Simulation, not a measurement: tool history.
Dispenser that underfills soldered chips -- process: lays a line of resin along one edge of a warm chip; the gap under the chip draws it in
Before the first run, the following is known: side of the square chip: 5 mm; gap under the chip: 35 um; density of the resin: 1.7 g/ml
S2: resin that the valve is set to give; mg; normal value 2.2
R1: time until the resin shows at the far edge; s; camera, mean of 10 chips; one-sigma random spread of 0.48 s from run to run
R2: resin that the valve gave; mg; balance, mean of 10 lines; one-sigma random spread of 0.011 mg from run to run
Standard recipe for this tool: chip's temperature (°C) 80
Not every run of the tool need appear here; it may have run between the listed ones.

{"run": 1, "hour": 0.0, "chip's temperature (°C)": 80, "S2": 2.2, "R1": 44, "R2": 2.11}
{"hour": 3.4, "done": "new syringe of resin"}
{"run": 2, "hour": 3.9, "chip's temperature (°C)": 80, "S2": 2.2, "R1": 37.8, "R2": 2.12}
{"run": 3, "hour": 7.0, "chip's temperature (°C)": 80, "S2": 2.2, "R1": 42.1, "R2": 2.14}
{"run": 4, "hour": 9.3, "chip's temperature (°C)": 80, "S2": 2.2, "R1": 44.4, "R2": 2.11}
{"hour": 10.8, "done": "dispensing valve cleaned and set on the balance"}
{"hour": 12.5, "done": "new syringe of resin"}
{"run": 5, "hour": 14.6, "chip's temperature (°C)": 80, "S2": 2.2, "R1": 39.1, "R2": 2.18}
{"run": 6, "hour": 18.4, "chip's temperature (°C)": 70, "S2": 2.2, "R1": 74.2, "R2": 2.18}
{"hour": 20.5, "done": "new syringe of resin"}
{"run": 7, "hour": 23.1, "chip's temperature (°C)": 70, "S2": 2.2, "R1": 67.1, "R2": 2.17}
{"run": 8, "hour": 27.5, "chip's temperature (°C)": 92, "S2": 2.22, "R1": 26.1, "R2": 2.2}
{"hour": 28.7, "done": "new syringe of resin"}
{"run": 9, "hour": 32.8, "chip's temperature (°C)": 92, "S2": 2.22, "R1": 23.4, "R2": 2.19}
{"hour": 37.0, "done": "new syringe of resin"}
{"run": 10, "hour": 37.2, "chip's temperature (°C)": 88, "S2": 2.2, "R1": 25.7, "R2": 2.18}

Per-run results on a tool with no hidden state, each run keeping its own random variation:
Hidden state present: resin's viscosity, % of fresh resin's; dose that the valve gives, % of what is set; true chip temperature over the reading, C; drift of the gauge itself on fill_s, %; drift of the gauge itself on given_mg, %.
run=1 R1=37.3 R2=2.18
run=2 R1=37.2 R2=2.19
run=3 R1=37.4 R2=2.22
run=4 R1=36.6 R2=2.2
run=5 R1=37.1 R2=2.18
run=6 R1=62.2 R2=2.19
run=7 R1=62.3 R2=2.19
run=8 R1=21.1 R2=2.23
run=9 R1=20.3 R2=2.22
run=10 R1=24.7 R2=2.21
